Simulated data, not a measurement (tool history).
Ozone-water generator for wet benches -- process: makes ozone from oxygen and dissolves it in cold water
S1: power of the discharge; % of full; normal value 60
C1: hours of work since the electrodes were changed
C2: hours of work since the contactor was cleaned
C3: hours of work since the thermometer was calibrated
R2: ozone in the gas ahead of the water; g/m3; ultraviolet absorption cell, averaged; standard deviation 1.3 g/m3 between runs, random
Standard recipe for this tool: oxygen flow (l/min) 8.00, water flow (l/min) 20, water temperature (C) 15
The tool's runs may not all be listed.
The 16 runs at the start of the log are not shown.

Run 17, hour 446.5: usual settings but S1 75 % of full, oxygen flow (l/min) 5.65; C1 1565; C2 1071; C3 154. Result: dissolved ozone (ppm) 45.3, R2 352.2 g/m3.
Run 18, hour 476.3: usual settings but S1 42 % of full, oxygen flow (l/min) 12.50; C1 1592; C2 1099; C3 182. Result: dissolved ozone (ppm) 22.9, R2 124.3 g/m3.
Run 19, hour 503.9: usual settings but S1 57 % of full, oxygen flow (l/min) 7.87, water flow (l/min) 15, water temperature (C) 19; C1 1617; C2 1124; C3 207. Result: dissolved ozone (ppm) 37.0, R2 221.9 g/m3.
Run 20, hour 526.6: usual settings but S1 63 % of full, oxygen flow (l/min) 10.39, water flow (l/min) 29; C1 1638; C2 1145; C3 228. Result: dissolved ozone (ppm) 26.3, R2 199.4 g/m3.
Run 21, hour 548.8: usual settings but oxygen flow (l/min) 9.44, water temperature (C) 22; C1 1659; C2 1165; C3 248. Result: dissolved ozone (ppm) 28.9, R2 203.0 g/m3.
Run 22, hour 575.0: usual settings but water flow (l/min) 18, water temperature (C) 13; C1 1683; C2 1189; C3 273. Result: dissolved ozone (ppm) 38.4, R2 228.2 g/m3.
Run 23, hour 602.8: usual settings but oxygen flow (l/min) 4.93, water flow (l/min) 12; C1 1708; C2 1215; C3 298. Result: dissolved ozone (ppm) 53.9, R2 317.7 g/m3.
Run 24, hour 632.5: usual settings but oxygen flow (l/min) 4.93, water temperature (C) 14; C1 1736; C2 1242; C3 325. Result: dissolved ozone (ppm) 37.9, R2 316.2 g/m3.
Run 25, hour 667.4: usual settings; C1 1768; C2 1274; C3 357. Result: dissolved ozone (ppm) 34.5, R2 228.1 g/m3.
Run 26, hour 693.0: usual settings but S1 50 % of full, water temperature (C) 9; C1 1791; C2 1298; C3 381. Result: dissolved ozone (ppm) 32.5, R2 195.9 g/m3.
Run 27, hour 726.8: usual settings but S1 50 % of full, water temperature (C) 9; C1 1822; C2 1329; C3 412. Result: dissolved ozone (ppm) 32.7, R2 193.0 g/m3.
Run 28, hour 765.4: usual settings but S1 50 % of full, water temperature (C) 9; C1 1858; C2 1364; C3 447. Result: dissolved ozone (ppm) 32.6, R2 194.7 g/m3.
Run 29, hour 782.0: usual settings but S1 47 % of full, water flow (l/min) 30, water temperature (C) 17; C1 1873; C2 1380; C3 463. Result: dissolved ozone (ppm) 20.0, R2 182.2 g/m3.
Run 30, hour 800.6: usual settings but S1 66 % of full, oxygen flow (l/min) 5.73, water flow (l/min) 15, water temperature (C) 12; C1 1890; C2 1397; C3 480. Result: dissolved ozone (ppm) 50.9, R2 311.9 g/m3.
Run 31, hour 841.4: usual settings but water temperature (C) 14; C1 1928; C2 1434; C3 517. Result: dissolved ozone (ppm) 35.0, R2 226.2 g/m3.
Run 32, hour 862.7: usual settings but water temperature (C) 14; C1 1947; C2 1454; C3 537. Result: dissolved ozone (ppm) 35.0, R2 227.8 g/m3.

Below are 4 alternative next runs, each starting from the tool's condition after run 32. Predict each:
Run A, hour 890.1: usual settings but S1 70 % of full, oxygen flow (l/min) 13.47, water flow (l/min) 19, water temperature (C) 14; C1 1972; C2 1479; C3 562. Result: dissolved ozone (ppm) ?, R2 ?.
Run B, hour 890.1: usual settings but oxygen flow (l/min) 4.67, water temperature (C) 11; C1 1972; C2 1479; C3 562. Result: dissolved ozone (ppm) ?, R2 ?.
Run C, hour 890.1: usual settings but S1 75 % of full, oxygen flow (l/min) 8.43, water flow (l/min) 26; C1 1972; C2 1479; C3 562. Result: dissolved ozone (ppm) ?, R2 ?.
Run D, hour 890.1: usual settings but S1 46 % of full, oxygen flow (l/min) 5.30; C1 1972; C2 1479; C3 562. Result: dissolved ozone (ppm) ?, R2 ?.

run  dissolved ozone (ppm)     R2
  A                   35.6  179.0
  B                   39.0  326.7
  C                   33.9  264.3
  D                   29.3  241.1
With the hidden condition removed and each run's random variation left untouched, the same runs would have given:
run  dissolved ozone (ppm)     R2
  A                   38.5  190.3
  B                   41.8  344.4
  C                   36.9  282.0
  D                   31.0  250.6
